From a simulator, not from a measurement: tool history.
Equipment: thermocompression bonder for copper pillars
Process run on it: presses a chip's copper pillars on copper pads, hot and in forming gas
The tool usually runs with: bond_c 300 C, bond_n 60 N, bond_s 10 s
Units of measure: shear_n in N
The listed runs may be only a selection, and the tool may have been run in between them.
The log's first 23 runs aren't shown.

run,hour,bond_c,bond_n,bond_s,shear_n
24,318.8,300,69,10,102.0
25,327.6,285,86,16,115.8
26,344.5,319,37,5,73.2
27,352.9,284,54,8,78.2
28,362.7,284,56,12,89.4
29,379.7,310,66,24,124.9
30,387.9,310,66,24,125.5
31,399.9,297,83,10,103.7
32,410.3,297,83,10,103.8
33,425.9,297,83,20,121.2
34,443.8,297,83,20,120.6
35,459.7,297,83,20,119.4
36,469.1,298,71,10,97.9
37,488.2,298,71,10,97.0
# hour 491.9: forming gas filter changed
38,500.3,272,40,13,76.9
39,510.3,282,67,18,111.7
40,525.4,282,67,18,111.8
41,538.7,282,76,18,114.4

Each row is a separate what-if for the run after 41, all from the same tool condition, not one after another. Results?
A,552.2,287,76,18,?
B,552.2,300,86,8,?
C,552.2,275,56,5,?

run,shear_n
A,118.2
B,106.9
C,64.7
With the hidden condition removed and each run's random variation left untouched, the same runs would have given:
run,shear_n
A,119.1
B,107.6
C,64.5

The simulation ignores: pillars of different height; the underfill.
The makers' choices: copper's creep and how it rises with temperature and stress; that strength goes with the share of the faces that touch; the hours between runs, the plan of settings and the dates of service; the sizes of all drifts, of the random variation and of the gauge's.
